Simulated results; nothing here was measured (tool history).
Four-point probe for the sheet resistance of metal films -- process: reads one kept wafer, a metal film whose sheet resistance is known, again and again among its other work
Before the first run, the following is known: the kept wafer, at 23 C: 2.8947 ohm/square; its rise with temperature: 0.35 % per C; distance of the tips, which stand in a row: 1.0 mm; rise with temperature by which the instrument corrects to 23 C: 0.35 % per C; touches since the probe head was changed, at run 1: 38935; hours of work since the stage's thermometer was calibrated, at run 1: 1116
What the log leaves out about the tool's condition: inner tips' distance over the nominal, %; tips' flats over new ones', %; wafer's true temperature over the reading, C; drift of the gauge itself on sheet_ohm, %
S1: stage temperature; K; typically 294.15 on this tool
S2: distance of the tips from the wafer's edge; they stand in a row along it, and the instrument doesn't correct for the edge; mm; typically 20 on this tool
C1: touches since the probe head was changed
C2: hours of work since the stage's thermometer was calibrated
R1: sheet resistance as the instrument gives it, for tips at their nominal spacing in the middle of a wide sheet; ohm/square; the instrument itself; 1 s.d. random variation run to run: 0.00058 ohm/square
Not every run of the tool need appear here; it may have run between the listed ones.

run,hour,S1,S2,C1,C2,R1
1,0.0,294.15,20,38935,1116,2.907899
2,52.6,294.15,20,41456,1145,2.906657
3,109.8,294.15,20,44199,1176,2.908245
4,155.5,301.15,20,46388,1201,2.905673
5,181.0,294.15,75,47611,1215,2.903204
6,236.4,295.15,20,50267,1245,2.906806
7,279.6,295.15,20,52341,1269,2.906482
8,327.4,295.15,20,54629,1295,2.905836
9,368.0,295.15,20,56577,1317,2.905525
10,393.0,295.15,20,57774,1330,2.904893
11,437.7,295.15,20,59922,1355,2.904490
12,491.8,295.15,20,62514,1384,2.904527
13,541.5,294.15,20,64895,1411,2.904041
14,577.7,294.15,20,66632,1431,2.903126
15,615.4,294.15,20,68438,1451,2.903373
16,643.9,294.15,20,69805,1467,2.902754
17,676.4,297.15,20,71364,1485,2.902447
18,731.2,294.15,29,73991,1515,2.900107
19,788.8,294.15,29,76751,1546,2.900351
20,819.3,305.15,20,78213,1562,2.900464
21,863.7,294.15,15,80341,1587,2.903883
22,919.3,294.15,73,83006,1617,2.898437
23,975.5,299.15,8,85703,1648,2.920089
24,1021.6,299.15,8,87915,1673,2.918935
25,1061.5,297.15,50,89826,1694,2.895716
26,1098.2,295.15,50,91587,1714,2.895671
27,1144.2,295.15,50,93790,1739,2.895061
28,1190.5,295.15,50,96011,1765,2.895758
29,1237.8,295.15,20,98277,1790,2.898677
30,1285.0,294.15,19,100539,1816,2.897676
31,1316.2,307.15,36,102038,1833,2.893783
32,1354.2,299.15,5,103857,1854,2.954339
33,1402.3,306.15,19,106167,1880,2.896711
34,1434.1,296.15,9,107691,1897,2.911539
35,1475.1,293.15,63,109653,1919,2.893266
36,1503.1,291.15,15,110999,1935,2.898314
37,1539.5,296.15,23,112744,1955,2.894560
# hour 1567.6: stage's thermometer calibrated
38,1595.5,298.15,33,115402,15,2.887249
39,1637.9,298.15,33,117437,38,2.888491
40,1667.3,294.15,74,118847,54,2.885207
41,1697.7,291.15,46,120304,71,2.886617
42,1740.3,306.15,14,122343,94,2.891967
43,1773.4,306.15,14,123933,112,2.891922
44,1819.9,296.15,39,126161,137,2.884642

5 options for the next run, each taken on its own from the tool as it stands now. Forecast them:
A,1855.5,300.15,5,127867,157,?
B,1855.5,301.15,11,127867,157,?
C,1855.5,296.15,39,127867,157,?
D,1855.5,294.15,33,127867,157,?
E,1855.5,293.15,59,127867,157,?

run,R1
A,2.944754
B,2.896363
C,2.885066
D,2.885526
E,2.884977
The same runs, with their run-to-run variation unchanged, on a tool lacking any hidden condition would have given:
run,R1
A,2.955168
B,2.906621
C,2.895282
D,2.895741
E,2.895189

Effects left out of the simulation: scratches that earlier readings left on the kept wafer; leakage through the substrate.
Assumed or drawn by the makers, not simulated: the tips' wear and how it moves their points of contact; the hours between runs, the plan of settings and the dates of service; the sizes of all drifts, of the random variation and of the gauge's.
